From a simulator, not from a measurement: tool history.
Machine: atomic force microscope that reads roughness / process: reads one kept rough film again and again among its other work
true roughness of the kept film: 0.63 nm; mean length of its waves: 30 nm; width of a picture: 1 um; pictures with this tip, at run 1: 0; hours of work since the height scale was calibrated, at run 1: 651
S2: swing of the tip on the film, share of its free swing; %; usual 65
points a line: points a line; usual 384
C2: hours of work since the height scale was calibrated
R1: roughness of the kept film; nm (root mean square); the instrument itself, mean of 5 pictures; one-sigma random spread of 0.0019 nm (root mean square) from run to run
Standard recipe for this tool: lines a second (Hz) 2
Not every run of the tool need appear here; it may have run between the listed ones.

run 1 hour=0 | lines_a_second_(Hz)=2 S2=65 points_a_line=384 | pictures_with_this_tip=0 C2=651 | R1=0.585
run 2 hour=16.8 | lines_a_second_(Hz)=2 S2=65 points_a_line=384 | pictures_with_this_tip=25 C2=662 | R1=0.585
run 3 hour=36.5 | lines_a_second_(Hz)=2 S2=88 points_a_line=384 | pictures_with_this_tip=53 C2=675 | R1=0.528
run 4 hour=55.8 | lines_a_second_(Hz)=2 S2=88 points_a_line=384 | pictures_with_this_tip=81 C2=688 | R1=0.532
run 5 hour=72.7 | lines_a_second_(Hz)=2 S2=65 points_a_line=384 | pictures_with_this_tip=105 C2=699 | R1=0.585
run 6 hour=90.7 | lines_a_second_(Hz)=2.98 S2=65 points_a_line=384 | pictures_with_this_tip=131 C2=710 | R1=0.576
run 7 hour=116.8 | lines_a_second_(Hz)=2.98 S2=65 points_a_line=384 | pictures_with_this_tip=169 C2=727 | R1=0.574
run 8 hour=131.3 | lines_a_second_(Hz)=2.98 S2=65 points_a_line=662 | pictures_with_this_tip=190 C2=737 | R1=0.576
run 9 hour=157.2 | lines_a_second_(Hz)=2.98 S2=65 points_a_line=662 | pictures_with_this_tip=227 C2=754 | R1=0.577
run 10 hour=173.7 | lines_a_second_(Hz)=2.98 S2=65 points_a_line=662 | pictures_with_this_tip=251 C2=764 | R1=0.576
run 11 hour=198.6 | lines_a_second_(Hz)=2 S2=65 points_a_line=384 | pictures_with_this_tip=286 C2=781 | R1=0.588
run 12 hour=221.6 | lines_a_second_(Hz)=2 S2=65 points_a_line=384 | pictures_with_this_tip=320 C2=796 | R1=0.587
-- hour=243.8 new tip fitted
run 13 hour=243.8 | lines_a_second_(Hz)=0.68 S2=65 points_a_line=384 | pictures_with_this_tip=0 C2=810 | R1=0.604
run 14 hour=262 | lines_a_second_(Hz)=0.68 S2=65 points_a_line=384 | pictures_with_this_tip=26 C2=822 | R1=0.602
run 15 hour=291.2 | lines_a_second_(Hz)=1.52 S2=65 points_a_line=384 | pictures_with_this_tip=68 C2=841 | R1=0.593
run 16 hour=322.4 | lines_a_second_(Hz)=2 S2=65 points_a_line=354 | pictures_with_this_tip=113 C2=861 | R1=0.586
run 17 hour=339.6 | lines_a_second_(Hz)=2 S2=65 points_a_line=354 | pictures_with_this_tip=138 C2=872 | R1=0.586
run 18 hour=370 | lines_a_second_(Hz)=2 S2=65 points_a_line=384 | pictures_with_this_tip=182 C2=892 | R1=0.589
run 19 hour=397.2 | lines_a_second_(Hz)=2 S2=59 points_a_line=749 | pictures_with_this_tip=221 C2=910 | R1=0.597
run 20 hour=424.3 | lines_a_second_(Hz)=2 S2=59 points_a_line=749 | pictures_with_this_tip=260 C2=927 | R1=0.596
run 21 hour=452.3 | lines_a_second_(Hz)=1.71 S2=70 points_a_line=381 | pictures_with_this_tip=300 C2=946 | R1=0.58
run 22 hour=468.5 | lines_a_second_(Hz)=1.71 S2=70 points_a_line=381 | pictures_with_this_tip=324 C2=956 | R1=0.58
run 23 hour=486.9 | lines_a_second_(Hz)=2.86 S2=69 points_a_line=678 | pictures_with_this_tip=350 C2=968 | R1=0.568
-- hour=489.8 new tip fitted
run 24 hour=513.8 | lines_a_second_(Hz)=2.86 S2=69 points_a_line=678 | pictures_with_this_tip=35 C2=985 | R1=0.573
run 25 hour=534.5 | lines_a_second_(Hz)=0.83 S2=60 points_a_line=522 | pictures_with_this_tip=65 C2=999 | R1=0.603
run 26 hour=554.6 | lines_a_second_(Hz)=1.46 S2=82 points_a_line=368 | pictures_with_this_tip=94 C2=1012 | R1=0.567
run 27 hour=568.8 | lines_a_second_(Hz)=0.51 S2=56 points_a_line=368 | pictures_with_this_tip=114 C2=1021 | R1=0.608
run 28 hour=584.6 | lines_a_second_(Hz)=2.93 S2=73 points_a_line=514 | pictures_with_this_tip=137 C2=1032 | R1=0.558
run 29 hour=615 | lines_a_second_(Hz)=2.93 S2=73 points_a_line=514 | pictures_with_this_tip=181 C2=1051 | R1=0.557
run 30 hour=634 | lines_a_second_(Hz)=2 S2=65 points_a_line=384 | pictures_with_this_tip=208 C2=1064 | R1=0.585
run 31 hour=657.3 | lines_a_second_(Hz)=3.68 S2=70 points_a_line=355 | pictures_with_this_tip=242 C2=1079 | R1=0.549
run 32 hour=689.5 | lines_a_second_(Hz)=3.68 S2=74 points_a_line=355 | pictures_with_this_tip=288 C2=1100 | R1=0.536
run 33 hour=718.7 | lines_a_second_(Hz)=2 S2=55 points_a_line=779 | pictures_with_this_tip=330 C2=1119 | R1=0.605
-- hour=734.2 new tip fitted
run 34 hour=737.1 | lines_a_second_(Hz)=0.51 S2=68 points_a_line=319 | pictures_with_this_tip=4 C2=1131 | R1=0.6
run 35 hour=753.5 | lines_a_second_(Hz)=0.51 S2=68 points_a_line=319 | pictures_with_this_tip=28 C2=1141 | R1=0.601

3 ways to go on from here, each from the tool as it stands after run 35. What would each give?
run A hour=776.6 | lines_a_second_(Hz)=0.95 S2=88 points_a_line=274 | pictures_with_this_tip=61 C2=1156 | R1=?
run B hour=776.6 | lines_a_second_(Hz)=2.12 S2=79 points_a_line=384 | pictures_with_this_tip=61 C2=1156 | R1=?
run C hour=776.6 | lines_a_second_(Hz)=2.22 S2=70 points_a_line=319 | pictures_with_this_tip=61 C2=1156 | R1=?

run=A R1=0.571
run=B R1=0.552
run=C R1=0.571
With the hidden condition removed and each run's random variation left untouched, the same runs would have given:
run=A R1=0.571
run=B R1=0.553
run=C R1=0.571
